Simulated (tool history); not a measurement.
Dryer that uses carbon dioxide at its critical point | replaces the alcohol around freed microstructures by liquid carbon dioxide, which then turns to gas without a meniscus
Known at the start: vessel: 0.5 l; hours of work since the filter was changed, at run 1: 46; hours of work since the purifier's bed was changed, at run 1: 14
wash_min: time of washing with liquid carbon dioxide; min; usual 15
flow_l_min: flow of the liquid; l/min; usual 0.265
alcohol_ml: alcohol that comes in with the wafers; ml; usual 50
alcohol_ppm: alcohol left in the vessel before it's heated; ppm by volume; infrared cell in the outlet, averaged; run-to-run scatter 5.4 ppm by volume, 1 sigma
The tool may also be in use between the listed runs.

| run | day | wash_min | flow_l_min | alcohol_ml | hours of work since the filter was changed | hours of work since the purifier's bed was changed | alcohol_ppm |
|---|---|---|---|---|---|---|---|
| 1 | 0 | 15 | 0.265 | 50 | 46 | 14 | 151 |
| 2 | 0.967 | 13 | 0.265 | 50 | 59 | 27 | 360 |
| 3 | 1.858 | 13 | 0.237 | 50 | 72 | 40 | 667 |
| 4 | 3.129 | 15 | 0.265 | 50 | 89 | 57 | 172 |
| 5 | 3.762 | 11 | 0.265 | 50 | 98 | 66 | 927 |
| 6 | 4.371 | 11 | 0.265 | 50 | 106 | 75 | 894 |
| 7 | 5.092 | 11 | 0.265 | 50 | 116 | 85 | 927 |
| 8 | 5.896 | 11 | 0.265 | 50 | 127 | 96 | 964 |
| 9 | 7.112 | 15 | 0.265 | 29 | 144 | 112 | 111 |
| 10 | 7.721 | 15 | 0.265 | 50 | 153 | 121 | 202 |
| 11 | 8.575 | 15 | 0.265 | 50 | 165 | 133 | 197 |
| 12 | 9.388 | 15 | 0.265 | 110 | 176 | 144 | 426 |
| 13 | 10.717 | 15 | 0.265 | 110 | 194 | 162 | 466 |
| 14 | 11.842 | 15 | 0.265 | 35 | 210 | 178 | 161 |
| 15 | 12.492 | 15 | 0.227 | 50 | 219 | 187 | 531 |
| 16 | 13.792 | 12 | 0.17 | 78 | 237 | 205 | 7563 |
| 17 | 14.892 | 12 | 0.17 | 78 | 252 | 220 | 7449 |
| 18 | 16.146 | 12 | 0.308 | 78 | 269 | 237 | 542 |
| 19 | 17.346 | 12 | 0.308 | 78 | 286 | 254 | 535 |
| 20 | 18.4 | 9 | 0.182 | 93 | 301 | 269 | 16526 |
| 21 | 19.321 | 9 | 0.182 | 93 | 313 | 281 | 16886 |
| 22 | 19.938 | 11 | 0.265 | 37 | 322 | 290 | 971 |
| 23 | 21.142 | 14 | 0.284 | 115 | 338 | 307 | 607 |
| 24 | 22.517 | 20 | 0.359 | 50 | 357 | 326 | 35 |
| 25 | 23.917 | 20 | 0.359 | 50 | 377 | 345 | 32 |

4 options for the next run, each taken on its own from the tool as it stands now. Forecast them:
| A | 24.504 | 11 | 0.4 | 37 | 385 | 353 | ? |
| B | 24.504 | 20 | 0.414 | 50 | 385 | 353 | ? |
| C | 24.504 | 14 | 0.241 | 62 | 385 | 353 | ? |
| D | 24.504 | 23 | 0.265 | 50 | 385 | 353 | ? |

| run | alcohol_ppm |
|---|---|
| A | 115 |
| B | 26 |
| C | 938 |
| D | 46 |
With no hidden state in the tool, these same runs would have given:
| run | alcohol_ppm |
|---|---|
| A | 33 |
| B | 1 |
| C | 468 |
| D | 12 |
